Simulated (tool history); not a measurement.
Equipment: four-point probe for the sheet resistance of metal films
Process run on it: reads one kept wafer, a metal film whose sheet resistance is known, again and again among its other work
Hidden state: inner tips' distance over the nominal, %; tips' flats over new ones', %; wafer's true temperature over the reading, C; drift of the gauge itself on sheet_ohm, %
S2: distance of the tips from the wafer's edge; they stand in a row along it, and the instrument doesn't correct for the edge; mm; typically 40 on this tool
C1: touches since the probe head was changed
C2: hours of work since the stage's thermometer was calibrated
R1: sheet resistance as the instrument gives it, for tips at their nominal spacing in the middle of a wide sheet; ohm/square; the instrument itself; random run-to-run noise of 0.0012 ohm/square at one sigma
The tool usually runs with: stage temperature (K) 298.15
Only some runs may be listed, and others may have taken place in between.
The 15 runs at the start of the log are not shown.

run 16 day=13.758 | stage_temperature_(K)=298.15 S2=40 | C1=106363 C2=1091 | R1=6.063614
run 17 day=14.671 | stage_temperature_(K)=298.15 S2=40 | C1=107750 C2=1107 | R1=6.063109
run 18 day=15.700 | stage_temperature_(K)=298.15 S2=40 | C1=109322 C2=1124 | R1=6.062187
run 19 day=16.808 | stage_temperature_(K)=298.15 S2=9 | C1=111009 C2=1144 | R1=6.120592
run 20 day=17.912 | stage_temperature_(K)=298.15 S2=9 | C1=112689 C2=1163 | R1=6.122143
run 21 day=18.821 | stage_temperature_(K)=297.15 S2=4 | C1=114071 C2=1178 | R1=6.365769
run 22 day=19.825 | stage_temperature_(K)=307.15 S2=3 | C1=115599 C2=1196 | R1=6.599986
run 23 day=20.396 | stage_temperature_(K)=293.15 S2=60 | C1=116467 C2=1206 | R1=6.048526
run 24 day=21.162 | stage_temperature_(K)=296.15 S2=17 | C1=117637 C2=1219 | R1=6.068206
run 25 day=22.104 | stage_temperature_(K)=303.15 S2=67 | C1=119070 C2=1235 | R1=6.061786
run 26 day=23.233 | stage_temperature_(K)=291.15 S2=12 | C1=120784 C2=1255 | R1=6.079514
run 27 day=24.092 | stage_temperature_(K)=291.15 S2=12 | C1=122097 C2=1270 | R1=6.078815
run 28 day=25.067 | stage_temperature_(K)=304.15 S2=47 | C1=123575 C2=1287 | R1=6.064143
run 29 day=25.942 | stage_temperature_(K)=297.15 S2=7 | C1=124910 C2=1302 | R1=6.156456
run 30 day=26.904 | stage_temperature_(K)=300.15 S2=5 | C1=126373 C2=1318 | R1=6.258825
run 31 day=27.442 | stage_temperature_(K)=300.15 S2=5 | C1=127192 C2=1328 | R1=6.257579
run 32 day=28.421 | stage_temperature_(K)=300.15 S2=65 | C1=128686 C2=1345 | R1=6.052419
run 33 day=29.088 | stage_temperature_(K)=300.15 S2=65 | C1=129696 C2=1356 | R1=6.055926
run 34 day=30.046 | stage_temperature_(K)=300.15 S2=65 | C1=131156 C2=1373 | R1=6.054665
run 35 day=31.183 | stage_temperature_(K)=300.15 S2=65 | C1=132890 C2=1392 | R1=6.050694
run 36 day=32.071 | stage_temperature_(K)=298.15 S2=33 | C1=134240 C2=1408 | R1=6.052940
run 37 day=32.600 | stage_temperature_(K)=298.15 S2=24 | C1=135045 C2=1417 | R1=6.056982
run 38 day=33.312 | stage_temperature_(K)=298.15 S2=7 | C1=136129 C2=1429 | R1=6.151545
run 39 day=33.912 | stage_temperature_(K)=306.15 S2=30 | C1=137044 C2=1440 | R1=6.063017

Forecast each of these 5 alternatives for the next run:
run A day=34.496 | stage_temperature_(K)=302.15 S2=30 | C1=137935 C2=1450 | R1=?
run B day=34.496 | stage_temperature_(K)=296.15 S2=30 | C1=137935 C2=1450 | R1=?
run C day=34.496 | stage_temperature_(K)=295.15 S2=30 | C1=137935 C2=1450 | R1=?
run D day=34.496 | stage_temperature_(K)=296.15 S2=5 | C1=137935 C2=1450 | R1=?
run E day=34.496 | stage_temperature_(K)=296.15 S2=51 | C1=137935 C2=1450 | R1=?

run=A R1=6.056199
run=B R1=6.051218
run=C R1=6.047453
run=D R1=6.245625
run=E R1=6.045921
With no hidden state in the tool, these same runs would have given:
run=A R1=6.119971
run=B R1=6.115094
run=C R1=6.111316
run=D R1=6.311405
run=E R1=6.109744
